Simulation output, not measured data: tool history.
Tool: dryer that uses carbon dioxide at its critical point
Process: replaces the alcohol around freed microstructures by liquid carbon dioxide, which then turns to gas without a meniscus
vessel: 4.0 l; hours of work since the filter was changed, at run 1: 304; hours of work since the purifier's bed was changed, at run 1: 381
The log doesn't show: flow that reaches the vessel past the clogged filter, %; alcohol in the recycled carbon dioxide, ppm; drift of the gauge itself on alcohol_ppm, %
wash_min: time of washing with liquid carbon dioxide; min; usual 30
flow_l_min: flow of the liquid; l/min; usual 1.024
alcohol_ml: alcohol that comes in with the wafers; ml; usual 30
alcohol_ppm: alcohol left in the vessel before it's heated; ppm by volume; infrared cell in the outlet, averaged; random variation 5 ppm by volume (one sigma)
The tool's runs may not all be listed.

run,hour,wash_min,flow_l_min,alcohol_ml,hours of work since the filter was changed,hours of work since the purifier's bed was changed,alcohol_ppm
1,0,30,1.024,30,304,381,72
2,62.4,30,0.86,30,329,406,117
3,122.4,30,0.86,30,353,430,106
4,185.2,30,0.86,30,379,455,112
5,244.3,30,0.95,30,402,479,92
6,278,30,0.99,30,416,493,93
7,316,36,1.024,30,431,508,77
8,359.1,36,1.024,30,449,525,77
9,416.3,36,1.024,44,472,549,80
10,457.1,36,1.024,44,488,565,93
11,503.3,44,1.024,44,507,584,69
12,565.3,44,1.024,44,532,609,83
13,608.4,44,1.024,44,549,626,80
14,638.6,30,1.024,108,561,638,162
15,684.1,22,1.024,30,580,656,194
# hour 705.5: inlet filter changed
16,742.7,30,1.12,30,15,680,95
17,781.7,34,1.024,30,31,695,94
18,817.3,30,1.024,30,45,710,103
19,881.8,30,1.024,30,71,736,107
20,917.6,30,1.024,30,85,750,106
21,958.3,30,1.024,30,102,767,107
22,1008.4,30,1.54,30,122,787,88
23,1069.7,19,1.024,21,147,811,204
24,1101.4,27,1.04,69,160,824,176
25,1131.5,27,1.04,69,172,836,166
26,1191.1,30,0.88,45,196,860,185
27,1243.7,30,1.24,22,217,882,110
28,1293.3,28,1.26,38,237,902,125
29,1349.6,29,0.62,86,260,924,841
30,1386,46,0.64,118,274,939,223
31,1450.7,46,0.64,118,300,965,226
32,1508.3,30,0.89,30,323,988,158
33,1545.9,40,0.68,30,339,1003,167
34,1572.5,40,0.68,30,349,1014,170
35,1627.9,40,0.68,30,372,1036,177
36,1682.7,39,1.56,21,394,1058,120
37,1721,30,0.71,93,409,1074,579
38,1760.5,20,1.52,93,425,1090,191
39,1812.8,20,1.52,93,446,1111,194
40,1842.4,20,1.32,93,458,1123,279
# hour 1859.5: purifier's bed changed
41,1906.2,28,1.35,48,483,19,14
42,1941,28,1.35,48,497,33,17
43,1975.7,28,1.35,48,511,47,27

3 ways to go on from here, each from the tool as it stands after run 43. What would each give?
A,2015.6,18,1.17,40,527,63,?
B,2015.6,26,1.27,32,527,63,?
C,2015.6,40,1.71,46,527,63,?

run,alcohol_ppm
A,197
B,35
C,18
Without the tool's hidden state the same runs would have given:
run,alcohol_ppm
A,152
B,23
C,11

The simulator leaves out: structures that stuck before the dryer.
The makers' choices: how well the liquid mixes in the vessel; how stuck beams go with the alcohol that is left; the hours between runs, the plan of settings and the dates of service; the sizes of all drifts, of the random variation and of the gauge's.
